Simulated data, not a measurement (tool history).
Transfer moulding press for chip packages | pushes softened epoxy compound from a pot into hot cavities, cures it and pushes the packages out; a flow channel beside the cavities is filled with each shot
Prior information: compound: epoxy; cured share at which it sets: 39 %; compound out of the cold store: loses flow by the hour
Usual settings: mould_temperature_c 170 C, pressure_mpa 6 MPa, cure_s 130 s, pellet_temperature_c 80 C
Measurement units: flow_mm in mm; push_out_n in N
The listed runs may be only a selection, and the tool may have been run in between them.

run   hour  mould_temperature_c  pressure_mpa  cure_s  pellet_temperature_c  incoming compound's hours out of the cold store  flow_mm  push_out_n
  1      0                  170             6     130                    80                                             17.3      950         731
  2   12.4                  170             6     130                    74                                             24.6      939         807
  3     29                  170          5.27     130                    80                                               13      903         850
      32.6  -- cavities cleaned with cleaning compound and waxed
  4   52.7                  170          5.27     130                    80                                             46.5      828         598
  5   77.9                  170          7.45     130                    80                                             24.2     1034         763
      84.1  -- plunger's sealing rings changed
  6  101.6                  170          7.45     130                    80                                             27.4     1078         849
     104.9  -- cavities cleaned with cleaning compound and waxed
  7  114.5                  170          7.45     130                    80                                             23.5     1089         546
  8  126.7                  170             6     119                    80                                             23.8      974         731
  9  151.7                  170             6     119                    80                                             45.9      916         856
       174  -- cavities cleaned with cleaning compound and waxed
 10    174                  170             6     119                    80                                             11.6      999         519
 11  197.1                  170             6     130                    80                                             25.4      954         645
 12  208.8                  168             6     130                    80                                               39      934         767
 13  226.8                  172             6     130                    80                                             43.2      911         684
     243.4  -- cavities cleaned with cleaning compound and waxed
 14  250.3                  172             6     130                    80                                             14.8      969         461
 15  261.2                  172             6     130                    80                                             36.2      916         535
 16  283.9                  172             6     130                    80                                             14.4      961         709
 17  296.1                  170             6     126                    80                                             21.2      954         823
 18  308.8                  170          6.11     134                    74                                             40.3      921         840
       314  -- cavities cleaned with cleaning compound and waxed
 19  334.7                  170          6.11     134                    74                                             30.1      939         619

Expected results for the next run?
 20  356.7                  170          5.74     167                    74                                             45.5        ?           ?

Logged for run 20: flow_mm 876 mm, push_out_n 637 N.
If the tool had no hidden condition, the same run with the same run-to-run variation would have returned flow_mm 910 mm, push_out_n 365 N.
